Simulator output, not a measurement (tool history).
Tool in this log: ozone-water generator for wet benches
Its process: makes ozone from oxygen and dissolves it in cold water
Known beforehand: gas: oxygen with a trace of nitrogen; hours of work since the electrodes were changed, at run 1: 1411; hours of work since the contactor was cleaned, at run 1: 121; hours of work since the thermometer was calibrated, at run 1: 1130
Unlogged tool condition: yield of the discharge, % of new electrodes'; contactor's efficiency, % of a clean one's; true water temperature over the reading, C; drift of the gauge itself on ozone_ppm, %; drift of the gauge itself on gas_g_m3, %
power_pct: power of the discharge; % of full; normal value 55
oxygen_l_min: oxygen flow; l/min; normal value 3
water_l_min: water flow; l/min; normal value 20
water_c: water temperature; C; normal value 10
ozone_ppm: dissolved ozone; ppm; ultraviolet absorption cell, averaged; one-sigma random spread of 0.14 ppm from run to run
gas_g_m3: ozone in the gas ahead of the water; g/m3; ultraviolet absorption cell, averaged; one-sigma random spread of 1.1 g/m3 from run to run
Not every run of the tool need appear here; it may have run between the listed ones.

run     day  power_pct  oxygen_l_min  water_l_min  water_c  hours of work since the electrodes were changed  hours of work since the contactor was cleaned  hours of work since the thermometer was calibrated  ozone_ppm  gas_g_m3
  1       0         55             3           20       10                                             1411                                            121                                                1130       16.4     199.6
  2   1.146         55          1.58           20       10                                             1438                                            148                                                1157       12.6       256
  3   2.604         55             3           30       10                                             1473                                            183                                                1191       10.9     197.8
  4   3.808         86             3           30       10                                             1501                                            211                                                1220       16.3     297.8
  5   4.471         86             3           30       10                                             1517                                            227                                                1235       16.3     300.4
  6   5.108         86             3           30       10                                             1532                                            242                                                1250       16.1     299.1
  7   6.204         83             3           30        6                                             1558                                            268                                                1276         16       289
  8   7.154         83             3           30        6                                             1580                                            290                                                1299       16.1       286
  9   8.142         85             3           23        7                                             1604                                            314                                                1322       21.5     295.4
 10   8.862         85             3           23        7                                             1621                                            330                                                1339       21.6     293.7
 11   9.717         85             3           23        7                                             1641                                            351                                                1359       21.6     293.6
 12  10.996         55          2.38           14       12                                             1671                                            381                                                1389       20.3     218.1

Below are 5 alternative next runs, each starting from the tool's condition after run 12. Predict each:
  A  11.654         51          4.64           21       12                                             1687                                            396                                                1405          ?         ?
  B  11.654         54          1.59           14        8                                             1687                                            396                                                1405          ?         ?
  C  11.654         55          3.81           16       12                                             1687                                            396                                                1405          ?         ?
  D  11.654         55             3           20       12                                             1687                                            396                                                1405          ?         ?
  E  11.654         55          2.75           18        9                                             1687                                            396                                                1405          ?         ?

run  ozone_ppm  gas_g_m3
  A       16.1     155.1
  B       18.1     251.3
  C       20.6     178.7
  D         16     198.4
  E       17.5     205.4
Without the tool's hidden state the same runs would have given:
run  ozone_ppm  gas_g_m3
  A       16.1     155.2
  B       18.2     251.4
  C       20.6     178.8
  D         16     198.5
  E       17.5     205.6
